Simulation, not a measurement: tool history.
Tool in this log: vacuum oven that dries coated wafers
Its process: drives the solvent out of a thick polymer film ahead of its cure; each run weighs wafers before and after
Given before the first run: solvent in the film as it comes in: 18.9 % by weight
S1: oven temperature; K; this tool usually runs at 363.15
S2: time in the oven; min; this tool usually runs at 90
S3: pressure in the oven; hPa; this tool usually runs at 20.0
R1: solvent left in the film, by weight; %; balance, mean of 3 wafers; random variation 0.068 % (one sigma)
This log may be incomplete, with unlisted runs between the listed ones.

Run 1, day 0.000: usual settings. Result: R1 5.34 %.
Run 2, day 0.858: usual settings but S3 10.5 hPa. Result: R1 3.45 %.
Run 3, day 1.650: usual settings but S2 63 min, S3 10.5 hPa. Result: R1 4.66 %.
Run 4, day 2.292: usual settings but S2 63 min, S3 10.5 hPa. Result: R1 4.61 %.
Run 5, day 2.788: usual settings. Result: R1 5.27 %.
Run 6, day 3.612: usual settings. Result: R1 5.41 %.
Run 7, day 4.221: usual settings. Result: R1 5.22 %.
Run 8, day 4.908: usual settings. Result: R1 5.37 %.
Run 9, day 5.554: usual settings. Result: R1 5.42 %.
Run 10, day 6.271: usual settings. Result: R1 5.18 %.
Run 11, day 6.796: usual settings. Result: R1 5.48 %.
Run 12, day 7.500: usual settings. Result: R1 5.56 %.
Run 13, day 8.088: usual settings but S1 359.15 K, S2 146 min, S3 23.4 hPa. Result: R1 6.44 %.
Run 14, day 8.917: usual settings but S1 359.15 K, S2 146 min, S3 23.4 hPa. Result: R1 6.54 %.
Run 15, day 9.658: usual settings but S2 87 min, S3 60.7 hPa. Result: R1 13.67 %.
Run 16, day 10.371: usual settings but S1 360.15 K, S2 58 min. Result: R1 7.70 %.
Run 17, day 10.879: usual settings but S1 351.15 K, S2 139 min, S3 57.4 hPa. Result: R1 18.94 %.
Run 18, day 11.517: usual settings but S1 372.15 K, S3 62.1 hPa. Result: R1 9.77 %.
Run 19, day 12.138: usual settings but S1 372.15 K, S3 62.1 hPa. Result: R1 9.61 %.
Run 20, day 12.921: usual settings but S1 372.15 K, S3 62.1 hPa. Result: R1 9.80 %.
Run 21, day 13.542: usual settings but S1 368.15 K, S2 108 min, S3 13.3 hPa. Result: R1 2.96 %.

Below are 5 alternative next runs, each starting from the tool's condition after run 21. Predict each:
Run A, day 14.362: usual settings but S1 354.15 K, S2 107 min, S3 33.5 hPa. Result: R1 ?.
Run B, day 14.362: usual settings but S1 370.15 K, S2 47 min, S3 23.7 hPa. Result: R1 ?.
Run C, day 14.362: usual settings but S1 356.15 K, S2 144 min, S3 41.7 hPa. Result: R1 ?.
Run D, day 14.362: usual settings but S1 378.15 K, S2 108 min, S3 13.3 hPa. Result: R1 ?.
Run E, day 14.362: usual settings but S1 368.15 K, S2 108 min, S3 13.3 hPa. Result: R1 ?.

run     R1
  A  11.53
  B   6.15
  C  12.37
  D   1.82
  E   3.03
With the hidden condition removed and each run's random variation left untouched, the same runs would have given:
run     R1
  A   9.94
  B   5.25
  C  10.71
  D   1.45
  E   2.42
